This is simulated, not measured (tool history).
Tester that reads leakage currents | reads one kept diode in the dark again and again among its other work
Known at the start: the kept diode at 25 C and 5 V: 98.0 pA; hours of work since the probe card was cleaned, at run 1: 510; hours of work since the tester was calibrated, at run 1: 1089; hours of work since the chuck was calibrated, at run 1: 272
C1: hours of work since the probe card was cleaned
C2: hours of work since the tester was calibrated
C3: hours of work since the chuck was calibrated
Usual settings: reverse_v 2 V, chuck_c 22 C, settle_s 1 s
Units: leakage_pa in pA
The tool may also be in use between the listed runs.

{"run": 1, "hour": 0.0, "reverse_v": 2, "chuck_c": 22, "settle_s": 1, "C1": 510, "C2": 1089, "C3": 272, "leakage_pa": 61.66}
{"run": 2, "hour": 69.9, "reverse_v": 2, "chuck_c": 22, "settle_s": 1, "C1": 540, "C2": 1119, "C3": 301, "leakage_pa": 62.58}
{"run": 3, "hour": 156.2, "reverse_v": 2.81, "chuck_c": 22, "settle_s": 1, "C1": 577, "C2": 1156, "C3": 338, "leakage_pa": 72.36}
{"run": 4, "hour": 257.6, "reverse_v": 2.81, "chuck_c": 22, "settle_s": 1, "C1": 620, "C2": 1199, "C3": 382, "leakage_pa": 73.26}
{"run": 5, "hour": 334.5, "reverse_v": 2, "chuck_c": 22, "settle_s": 1, "C1": 653, "C2": 1232, "C3": 415, "leakage_pa": 64.91}
{"run": 6, "hour": 422.2, "reverse_v": 2, "chuck_c": 22, "settle_s": 4.64, "C1": 691, "C2": 1270, "C3": 452, "leakage_pa": 64.99}
{"run": 7, "hour": 498.4, "reverse_v": 2, "chuck_c": 22, "settle_s": 1.56, "C1": 723, "C2": 1302, "C3": 485, "leakage_pa": 65.51}
{"run": 8, "hour": 621.7, "reverse_v": 2, "chuck_c": 22, "settle_s": 1.56, "C1": 776, "C2": 1355, "C3": 538, "leakage_pa": 67.22}
{"run": 9, "hour": 713.5, "reverse_v": 2, "chuck_c": 22, "settle_s": 1.56, "C1": 815, "C2": 1395, "C3": 577, "leakage_pa": 67.68}
{"hour": 785.7, "done": "chuck's temperature calibrated"}
{"run": 10, "hour": 788.8, "reverse_v": 2.57, "chuck_c": 22, "settle_s": 1.56, "C1": 847, "C2": 1426, "C3": 1, "leakage_pa": 61.97}
{"run": 11, "hour": 882.8, "reverse_v": 2.57, "chuck_c": 22, "settle_s": 1.56, "C1": 887, "C2": 1466, "C3": 42, "leakage_pa": 62.65}
{"run": 12, "hour": 958.4, "reverse_v": 2.57, "chuck_c": 22, "settle_s": 1.56, "C1": 919, "C2": 1499, "C3": 74, "leakage_pa": 63.93}
{"run": 13, "hour": 1023.7, "reverse_v": 2.57, "chuck_c": 22, "settle_s": 1.56, "C1": 947, "C2": 1527, "C3": 102, "leakage_pa": 63.63}
{"run": 14, "hour": 1082.8, "reverse_v": 2.57, "chuck_c": 22, "settle_s": 1.56, "C1": 973, "C2": 1552, "C3": 127, "leakage_pa": 64.54}
{"run": 15, "hour": 1162.4, "reverse_v": 2, "chuck_c": 22, "settle_s": 1, "C1": 1007, "C2": 1586, "C3": 161, "leakage_pa": 59.26}
{"run": 16, "hour": 1230.3, "reverse_v": 2, "chuck_c": 22, "settle_s": 1, "C1": 1036, "C2": 1615, "C3": 190, "leakage_pa": 59.63}
{"run": 17, "hour": 1313.5, "reverse_v": 2, "chuck_c": 22, "settle_s": 1.11, "C1": 1071, "C2": 1651, "C3": 226, "leakage_pa": 60.57}
{"run": 18, "hour": 1435.0, "reverse_v": 2, "chuck_c": 22, "settle_s": 1.11, "C1": 1123, "C2": 1703, "C3": 278, "leakage_pa": 61.42}
{"run": 19, "hour": 1490.9, "reverse_v": 2, "chuck_c": 22, "settle_s": 1.11, "C1": 1147, "C2": 1727, "C3": 302, "leakage_pa": 61.73}
{"run": 20, "hour": 1580.4, "reverse_v": 2, "chuck_c": 42, "settle_s": 1, "C1": 1186, "C2": 1765, "C3": 340, "leakage_pa": 268.21}
{"run": 21, "hour": 1671.6, "reverse_v": 1.46, "chuck_c": 22, "settle_s": 1, "C1": 1225, "C2": 1804, "C3": 379, "leakage_pa": 55.86}
{"run": 22, "hour": 1768.7, "reverse_v": 1.46, "chuck_c": 22, "settle_s": 1, "C1": 1266, "C2": 1846, "C3": 421, "leakage_pa": 56.36}
{"run": 23, "hour": 1828.4, "reverse_v": 1.46, "chuck_c": 22, "settle_s": 1, "C1": 1292, "C2": 1871, "C3": 446, "leakage_pa": 56.99}
{"run": 24, "hour": 1892.2, "reverse_v": 2.3, "chuck_c": 25, "settle_s": 0.44, "C1": 1319, "C2": 1898, "C3": 474, "leakage_pa": 87.93}
{"run": 25, "hour": 1978.2, "reverse_v": 2.3, "chuck_c": 25, "settle_s": 0.44, "C1": 1356, "C2": 1935, "C3": 511, "leakage_pa": 89.13}
{"run": 26, "hour": 2038.1, "reverse_v": 3.92, "chuck_c": 41, "settle_s": 2.84, "C1": 1382, "C2": 1961, "C3": 536, "leakage_pa": 345.42}
{"run": 27, "hour": 2098.5, "reverse_v": 1.1, "chuck_c": 36, "settle_s": 1, "C1": 1408, "C2": 1987, "C3": 562, "leakage_pa": 148.73}
{"run": 28, "hour": 2195.6, "reverse_v": 6.9, "chuck_c": 36, "settle_s": 1.63, "C1": 1449, "C2": 2028, "C3": 604, "leakage_pa": 312.7}
{"hour": 2207.4, "done": "chuck's temperature calibrated"}
{"run": 29, "hour": 2252.3, "reverse_v": 6.9, "chuck_c": 36, "settle_s": 1.63, "C1": 1473, "C2": 2052, "C3": 19, "leakage_pa": 268.36}
{"run": 30, "hour": 2324.9, "reverse_v": 1.7, "chuck_c": 36, "settle_s": 2.69, "C1": 1504, "C2": 2083, "C3": 50, "leakage_pa": 154.18}
{"run": 31, "hour": 2448.2, "reverse_v": 2.05, "chuck_c": 22, "settle_s": 1, "C1": 1556, "C2": 2136, "C3": 103, "leakage_pa": 60.58}
{"run": 32, "hour": 2499.0, "reverse_v": 2.05, "chuck_c": 22, "settle_s": 1, "C1": 1578, "C2": 2157, "C3": 125, "leakage_pa": 60.95}
{"run": 33, "hour": 2574.0, "reverse_v": 3.47, "chuck_c": 23, "settle_s": 9.73, "C1": 1610, "C2": 2190, "C3": 157, "leakage_pa": 82.34}
{"hour": 2610.6, "done": "probe card cleaned and baked"}
{"run": 34, "hour": 2674.2, "reverse_v": 2, "chuck_c": 34, "settle_s": 3.15, "C1": 27, "C2": 2231, "C3": 199, "leakage_pa": 144.78}
{"run": 35, "hour": 2745.0, "reverse_v": 2, "chuck_c": 34, "settle_s": 3.15, "C1": 58, "C2": 2261, "C3": 229, "leakage_pa": 146.22}
{"run": 36, "hour": 2810.1, "reverse_v": 5.71, "chuck_c": 22, "settle_s": 9.9, "C1": 85, "C2": 2289, "C3": 257, "leakage_pa": 88.41}
{"run": 37, "hour": 2924.0, "reverse_v": 10.67, "chuck_c": 34, "settle_s": 0.71, "C1": 134, "C2": 2338, "C3": 306, "leakage_pa": 292.02}
{"run": 38, "hour": 3024.5, "reverse_v": 1.11, "chuck_c": 31, "settle_s": 3.67, "C1": 177, "C2": 2381, "C3": 349, "leakage_pa": 96.2}
{"run": 39, "hour": 3120.4, "reverse_v": 1.07, "chuck_c": 22, "settle_s": 0.54, "C1": 218, "C2": 2422, "C3": 390, "leakage_pa": 48.99}
{"run": 40, "hour": 3209.9, "reverse_v": 8.14, "chuck_c": 43, "settle_s": 1, "C1": 257, "C2": 2461, "C3": 428, "leakage_pa": 508.92}
{"run": 41, "hour": 3299.4, "reverse_v": 8.14, "chuck_c": 43, "settle_s": 1, "C1": 295, "C2": 2499, "C3": 466, "leakage_pa": 513.81}

Forecast each of these 3 alternatives for the next run:
{"run": "A", "hour": 3413.8, "reverse_v": 8.14, "chuck_c": 21, "settle_s": 1.31, "C1": 344, "C2": 2548, "C3": 515, "leakage_pa": "?"}
{"run": "B", "hour": 3413.8, "reverse_v": 1.33, "chuck_c": 47, "settle_s": 1, "C1": 344, "C2": 2548, "C3": 515, "leakage_pa": "?"}
{"run": "C", "hour": 3413.8, "reverse_v": 8.14, "chuck_c": 43, "settle_s": 0.5, "C1": 344, "C2": 2548, "C3": 515, "leakage_pa": "?"}

run=A leakage_pa=105.41
run=B leakage_pa=338.74
run=C leakage_pa=524.86
Without the tool's hidden state the same runs would have given:
run=A leakage_pa=88.37
run=B leakage_pa=298.41
run=C leakage_pa=459.48
